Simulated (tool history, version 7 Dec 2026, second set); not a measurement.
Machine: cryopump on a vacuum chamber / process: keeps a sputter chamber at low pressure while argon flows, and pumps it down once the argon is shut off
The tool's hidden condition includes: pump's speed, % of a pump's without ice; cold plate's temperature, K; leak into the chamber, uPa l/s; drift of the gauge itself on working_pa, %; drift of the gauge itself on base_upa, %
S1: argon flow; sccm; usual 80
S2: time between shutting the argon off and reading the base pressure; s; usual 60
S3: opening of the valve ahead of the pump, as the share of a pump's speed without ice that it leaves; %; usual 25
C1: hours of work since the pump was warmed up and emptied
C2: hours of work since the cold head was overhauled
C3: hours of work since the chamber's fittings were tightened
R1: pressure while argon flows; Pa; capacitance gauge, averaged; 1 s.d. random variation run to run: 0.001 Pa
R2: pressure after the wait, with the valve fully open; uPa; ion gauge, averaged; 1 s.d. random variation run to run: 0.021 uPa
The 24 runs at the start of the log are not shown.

| run | day | S1 | S2 | S3 | C1 | C2 | C3 | R1 | R2 |
|---|---|---|---|---|---|---|---|---|---|
| 25 | 49.954 | 80 | 60 | 31 | 59 | 2904 | 2076 | 0.1852 | 0.74 |
| 26 | 52.254 | 73 | 102 | 45 | 104 | 2949 | 2121 | 0.1177 | 0.68 |
| 27 | 55.242 | 73 | 102 | 45 | 162 | 3008 | 2180 | 0.1189 | 0.7 |
| 28 | 57.238 | 73 | 102 | 45 | 202 | 3047 | 2219 | 0.1192 | 0.73 |
| 29 | 59.192 | 73 | 102 | 45 | 240 | 3085 | 2257 | 0.1197 | 0.7 |
| 30 | 62.288 | 51 | 30 | 40 | 301 | 3146 | 2318 | 0.0954 | 1.09 |
| 31 | 63.9 | 51 | 30 | 40 | 332 | 3178 | 2350 | 0.0953 | 1.05 |
| 32 | 66.746 | 80 | 189 | 35 | 388 | 3234 | 2405 | 0.1715 | 0.76 |
| 33 | 69.475 | 37 | 189 | 42 | 442 | 3287 | 2459 | 0.0659 | 0.76 |
| 34 | 72.529 | 37 | 189 | 42 | 502 | 3347 | 2519 | 0.0682 | 0.79 |

3 ways to go on from here, each from the tool as it stands after run 34. What would each give?
| A | 74.808 | 37 | 40 | 42 | 547 | 3392 | 2564 | ? | ? |
| B | 74.808 | 93 | 30 | 20 | 547 | 3392 | 2564 | ? | ? |
| C | 74.808 | 40 | 32 | 16 | 547 | 3392 | 2564 | ? | ? |

| run | R1 | R2 |
|---|---|---|
| A | 0.0685 | 1.08 |
| B | 0.3459 | 1.24 |
| C | 0.1843 | 1.17 |
With no hidden state in the tool, these same runs would have given:
| run | R1 | R2 |
|---|---|---|
| A | 0.0616 | 0.5 |
| B | 0.3284 | 0.64 |
| C | 0.1767 | 0.59 |
